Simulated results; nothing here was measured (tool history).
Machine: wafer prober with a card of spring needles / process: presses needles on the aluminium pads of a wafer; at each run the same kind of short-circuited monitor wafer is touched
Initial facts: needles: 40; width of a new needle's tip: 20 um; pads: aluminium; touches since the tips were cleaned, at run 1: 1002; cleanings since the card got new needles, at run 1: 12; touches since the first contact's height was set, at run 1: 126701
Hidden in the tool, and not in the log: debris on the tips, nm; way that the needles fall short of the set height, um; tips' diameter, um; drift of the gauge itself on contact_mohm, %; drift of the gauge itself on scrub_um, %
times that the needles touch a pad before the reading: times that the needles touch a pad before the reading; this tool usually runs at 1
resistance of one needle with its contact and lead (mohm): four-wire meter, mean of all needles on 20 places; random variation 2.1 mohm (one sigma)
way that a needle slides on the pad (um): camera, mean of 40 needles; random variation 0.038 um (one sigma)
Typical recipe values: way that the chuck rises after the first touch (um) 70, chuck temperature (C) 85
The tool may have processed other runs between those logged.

run,hour,way that the chuck rises after the first touch (um),chuck temperature (C),times that the needles touch a pad before the reading,touches since the tips were cleaned,cleanings since the card got new needles,touches since the first contact's height was set,resistance of one needle with its contact and lead (mohm),way that a needle slides on the pad (um)
1,0,70,85,1,1002,12,126701,248,18.45
2,5.5,70,85,1,3446,12,129145,271,18.41
3,12,70,85,2,6395,12,132094,259,18.39
# hour 17.1: tips cleaned on abrasive film
4,18.4,70,85,2,584,13,134919,233,18.35
5,24.1,70,61,1,3137,13,137472,262,18.39
6,29,70,85,1,5320,13,139655,278,18.42
# hour 37: tips cleaned on abrasive film
7,37.6,52,85,1,309,14,143484,253,13.57
8,45.7,52,85,1,3940,14,147115,313,13.54
# hour 50.8: height of the first contact set anew
9,51.2,70,85,1,6250,14,200,280,18.71
10,56,70,27,1,8385,14,2335,277,18.73
# hour 56.6: tips cleaned on abrasive film
11,60,70,26,1,1515,15,4101,241,18.64
12,68.7,70,85,1,5415,15,8001,278,18.61
13,73.3,70,85,1,7457,15,10043,282,18.68
# hour 75.8: tips cleaned on abrasive film
14,79.3,70,85,1,1553,16,12699,251,18.68
15,86.1,70,28,1,4595,16,15741,262,18.69
16,93.9,70,28,1,8125,16,19271,272,18.73
# hour 95.4: tips cleaned on abrasive film
17,102.6,70,28,1,3201,17,23097,253,18.67
18,108.6,73,85,1,5908,17,25804,272,19.43
# hour 115: tips cleaned on abrasive film
19,116.4,73,85,1,655,18,29255,237,19.41
20,120.9,86,85,3,2672,18,31272,229,22.86
21,128.8,86,30,1,6214,18,34814,251,22.92
# hour 134.4: tips cleaned on abrasive film
22,137.9,86,30,1,1572,19,38821,230,22.84
23,143.6,86,66,1,4127,19,41376,249,22.79
24,150.7,70,83,2,7339,19,44588,259,18.65

Forecast each of these 3 alternatives for the next run:
# hour 153.6: tips cleaned on abrasive film
A,156,77,83,2,1091,20,46920,?,?
# hour 153.6: tips cleaned on abrasive film
B,156,74,83,2,1091,20,46920,?,?
# hour 153.6: tips cleaned on abrasive film
C,156,90,85,1,1091,20,46920,?,?

run,resistance of one needle with its contact and lead (mohm),way that a needle slides on the pad (um)
A,237,20.41
B,234,19.64
C,235,23.94
What these runs would have given with no unlogged condition in the tool:
run,resistance of one needle with its contact and lead (mohm),way that a needle slides on the pad (um)
A,226,20.55
B,222,19.78
C,221,24.08

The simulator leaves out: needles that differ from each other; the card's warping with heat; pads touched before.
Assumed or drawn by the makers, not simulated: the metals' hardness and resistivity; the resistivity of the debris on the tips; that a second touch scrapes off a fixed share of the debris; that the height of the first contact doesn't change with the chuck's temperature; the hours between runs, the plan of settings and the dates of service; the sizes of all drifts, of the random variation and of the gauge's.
